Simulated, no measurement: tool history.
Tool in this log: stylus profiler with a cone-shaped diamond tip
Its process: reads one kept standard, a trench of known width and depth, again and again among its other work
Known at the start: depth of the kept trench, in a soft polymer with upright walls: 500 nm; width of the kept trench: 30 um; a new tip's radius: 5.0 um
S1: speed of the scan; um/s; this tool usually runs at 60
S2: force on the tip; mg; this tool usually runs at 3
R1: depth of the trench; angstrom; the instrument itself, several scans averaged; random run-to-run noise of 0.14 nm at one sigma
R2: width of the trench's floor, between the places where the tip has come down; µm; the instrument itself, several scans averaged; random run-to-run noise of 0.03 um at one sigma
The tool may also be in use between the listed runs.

run	hour	S1	S2	R1	R2
1	0	60	3	5075.5	23.73
2	67.4	60	3	5072.4	23.69
3	145.5	60	3	5071.4	23.68
4	229.2	37	3	5072.1	23.69
5	267.5	37	3	5070.7	23.63
# hour 294.8: height scale calibrated on a step standard
6	311.5	37	3	5065.6	23.64
7	397.1	37	6.03	5121.9	23.67
8	460.2	17	3	5064	23.67
9	510.2	17	3	5063.6	23.64
10	574.8	37	2.51	5053.3	23.48
11	624	55	2.72	5057.3	23.31
12	675.3	55	2.72	5055.6	23.31
13	748.9	50	2.72	5055.7	23.26
# hour 755.9: height scale calibrated on a step standard, once more
14	825.9	17	3.22	5100	23.38

Run 15 has not been measured yet. What should we expect?
15	908.6	60	1.12	?	?

{"run 15": {"R1": 5045.4, "R2": 22.97}}
If the tool had no hidden condition, the same run with the same run-to-run variation would have returned R1 5047.9 angstrom, R2 25.16 µm.
